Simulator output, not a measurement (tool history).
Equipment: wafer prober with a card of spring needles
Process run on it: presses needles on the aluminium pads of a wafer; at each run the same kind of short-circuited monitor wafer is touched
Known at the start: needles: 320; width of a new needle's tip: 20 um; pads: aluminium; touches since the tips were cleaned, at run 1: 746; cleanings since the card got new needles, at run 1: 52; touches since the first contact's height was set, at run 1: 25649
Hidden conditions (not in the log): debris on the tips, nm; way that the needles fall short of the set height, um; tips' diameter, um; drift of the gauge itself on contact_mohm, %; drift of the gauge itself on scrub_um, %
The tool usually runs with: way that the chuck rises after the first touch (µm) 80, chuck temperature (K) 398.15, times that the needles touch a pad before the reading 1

| run | hour | way that the chuck rises after the first touch (µm) | chuck temperature (K) | times that the needles touch a pad before the reading | touches since the tips were cleaned | cleanings since the card got new needles | touches since the first contact's height was set | resistance of one needle with its contact and lead (mohm) | way that a needle slides on the pad (µm) |
|---|---|---|---|---|---|---|---|---|---|
| 1 | 0.0 | 80 | 398.15 | 1 | 746 | 52 | 25649 | 147 | 16.68 |
|  | 4.0 | tips cleaned on abrasive film |
|  | 10.7 | tips cleaned on abrasive film |
|  | 17.4 | tips cleaned on abrasive film |
|  | 22.7 | tips cleaned on abrasive film |
|  | 29.4 | tips cleaned on abrasive film |
|  | 36.0 | tips cleaned on abrasive film |
|  | 41.4 | tips cleaned on abrasive film |
| 2 | 45.2 | 80 | 398.15 | 3 | 1160 | 59 | 39064 | 148 | 16.72 |
|  | 48.0 | tips cleaned on abrasive film |
|  | 53.3 | tips cleaned on abrasive film |
|  | 60.0 | tips cleaned on abrasive film |
|  | 66.6 | tips cleaned on abrasive film |
|  | 73.3 | tips cleaned on abrasive film |
|  | 80.0 | tips cleaned on abrasive film |
| 3 | 84.6 | 80 | 398.15 | 3 | 1395 | 65 | 50736 | 145 | 16.62 |
|  | 86.0 | tips cleaned on abrasive film |
|  | 92.7 | tips cleaned on abrasive film |
|  | 99.3 | tips cleaned on abrasive film |
|  | 106.0 | tips cleaned on abrasive film |
|  | 112.7 | tips cleaned on abrasive film |
|  | 118.0 | tips cleaned on abrasive film |
|  | 124.7 | tips cleaned on abrasive film |
| 4 | 129.1 | 80 | 398.15 | 1 | 1338 | 72 | 63933 | 147 | 16.65 |
|  | 130.5 | tips cleaned on abrasive film |
|  | 137.2 | tips cleaned on abrasive film |
|  | 142.5 | tips cleaned on abrasive film |
|  | 149.2 | tips cleaned on abrasive film |
| 5 | 151.1 | 80 | 398.15 | 1 | 578 | 76 | 70441 | 144 | 16.66 |
|  | 155.2 | tips cleaned on abrasive film |
|  | 161.8 | tips cleaned on abrasive film |
|  | 163.4 | height of the first contact set anew |
|  | 167.5 | tips cleaned on abrasive film |
|  | 174.0 | tips cleaned on abrasive film |
| 6 | 174.0 | 80 | 398.15 | 1 | 0 | 80 | 3134 | 146 | 16.65 |
|  | 180.7 | tips cleaned on abrasive film |
|  | 187.4 | tips cleaned on abrasive film |
|  | 192.7 | tips cleaned on abrasive film |
|  | 199.0 | tips cleaned on abrasive film |
| 7 | 199.0 | 80 | 398.15 | 1 | 0 | 84 | 10526 | 146 | 16.42 |
|  | 205.7 | tips cleaned on abrasive film |
|  | 212.3 | tips cleaned on abrasive film |
|  | 219.0 | tips cleaned on abrasive film |
|  | 225.6 | tips cleaned on abrasive film |
|  | 232.2 | tips cleaned on abrasive film |
| 8 | 232.2 | 80 | 398.15 | 1 | 0 | 89 | 20384 | 144 | 16.45 |
|  | 238.9 | tips cleaned on abrasive film |
|  | 245.6 | tips cleaned on abrasive film |
|  | 252.2 | tips cleaned on abrasive film |
|  | 257.6 | tips cleaned on abrasive film |
|  | 264.2 | tips cleaned on abrasive film |
| 9 | 267.9 | 80 | 398.15 | 1 | 1093 | 94 | 30965 | 143 | 16.57 |
|  | 270.6 | tips cleaned on abrasive film |
|  | 277.2 | tips cleaned on abrasive film |
|  | 283.9 | tips cleaned on abrasive film |
|  | 290.6 | tips cleaned on abrasive film |
|  | 295.9 | tips cleaned on abrasive film |
|  | 302.6 | tips cleaned on abrasive film |
| 10 | 305.4 | 80 | 398.15 | 1 | 842 | 100 | 42085 | 146 | 16.32 |
|  | 308.1 | tips cleaned on abrasive film |
|  | 313.4 | tips cleaned on abrasive film |
|  | 320.1 | tips cleaned on abrasive film |
|  | 326.8 | tips cleaned on abrasive film |
| 11 | 328.3 | 80 | 398.15 | 1 | 472 | 104 | 48876 | 146 | 16.37 |

For run 12, what comes out?
|  | 332.4 | tips cleaned on abrasive film |
|  | 339.0 | tips cleaned on abrasive film |
|  | 345.7 | tips cleaned on abrasive film |
|  | 351.0 | tips cleaned on abrasive film |
|  | 357.7 | tips cleaned on abrasive film |
|  | 364.4 | tips cleaned on abrasive film |
| 12 | 365.5 | 80 | 398.15 | 1 | 329 | 110 | 59877 | ? | ? |

resistance of one needle with its contact and lead (mohm): 146
way that a needle slides on the pad (µm): 16.24
On a tool with no hidden condition, and with the same random variation, this run would have come out at resistance of one needle with its contact and lead (mohm) 146, way that a needle slides on the pad (µm) 16.64.

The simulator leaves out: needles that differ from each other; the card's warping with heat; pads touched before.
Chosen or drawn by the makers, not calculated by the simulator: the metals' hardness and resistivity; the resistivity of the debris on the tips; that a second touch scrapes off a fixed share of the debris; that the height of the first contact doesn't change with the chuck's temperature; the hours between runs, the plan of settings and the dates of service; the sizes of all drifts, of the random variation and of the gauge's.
